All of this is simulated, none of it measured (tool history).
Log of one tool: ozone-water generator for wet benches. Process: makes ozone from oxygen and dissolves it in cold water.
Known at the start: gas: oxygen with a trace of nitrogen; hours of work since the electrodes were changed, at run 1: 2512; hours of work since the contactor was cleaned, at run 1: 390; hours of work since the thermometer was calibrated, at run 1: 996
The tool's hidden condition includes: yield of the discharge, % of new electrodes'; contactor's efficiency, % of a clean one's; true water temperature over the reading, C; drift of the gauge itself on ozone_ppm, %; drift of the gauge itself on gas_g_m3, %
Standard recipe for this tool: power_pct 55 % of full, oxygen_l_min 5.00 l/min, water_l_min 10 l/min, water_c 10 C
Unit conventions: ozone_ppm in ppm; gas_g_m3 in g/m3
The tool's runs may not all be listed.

| run | hour | power_pct | oxygen_l_min | water_l_min | water_c | hours of work since the electrodes were changed | hours of work since the contactor was cleaned | hours of work since the thermometer was calibrated | ozone_ppm | gas_g_m3 |
|---|---|---|---|---|---|---|---|---|---|---|
| 1 | 0.0 | 55 | 5.00 | 10 | 10 | 2512 | 390 | 996 | 20.2 | 107.3 |
| 2 | 71.9 | 55 | 5.00 | 10 | 10 | 2568 | 445 | 1052 | 20.1 | 107.6 |
| 3 | 173.2 | 55 | 5.00 | 9 | 10 | 2646 | 524 | 1131 | 21.4 | 105.6 |
| 4 | 306.6 | 55 | 5.00 | 9 | 10 | 2749 | 627 | 1234 | 21.1 | 105.0 |
| 5 | 383.6 | 55 | 5.00 | 6 | 10 | 2809 | 687 | 1293 | 26.5 | 105.2 |
| 6 | 474.6 | 55 | 5.00 | 10 | 10 | 2880 | 757 | 1364 | 19.7 | 105.0 |
|  | 486.9 | contactor cleaned |
| 7 | 598.0 | 55 | 5.00 | 10 | 10 | 2972 | 86 | 1456 | 19.5 | 104.4 |
| 8 | 700.5 | 55 | 5.00 | 10 | 10 | 3051 | 165 | 1536 | 19.2 | 103.0 |
| 9 | 819.9 | 55 | 5.00 | 10 | 10 | 3144 | 258 | 1628 | 19.0 | 103.1 |
| 10 | 944.1 | 55 | 5.00 | 10 | 10 | 3240 | 354 | 1724 | 19.1 | 101.5 |
| 11 | 1013.5 | 55 | 5.00 | 10 | 10 | 3294 | 408 | 1778 | 18.9 | 100.8 |
| 12 | 1096.3 | 50 | 5.00 | 7 | 10 | 3358 | 472 | 1842 | 22.5 | 96.6 |

What will run 13 give?
|  | 1157.0 | contactor cleaned, once more |
| 13 | 1188.5 | 55 | 6.77 | 10 | 8 | 3426 | 24 | 1910 | ? | ? |

ozone_ppm: 19.9 ppm
gas_g_m3: 89.6 g/m3
Minus the tool's unlogged condition, the same run would have read ozone_ppm 24.4 ppm, gas_g_m3 108.9 g/m3.
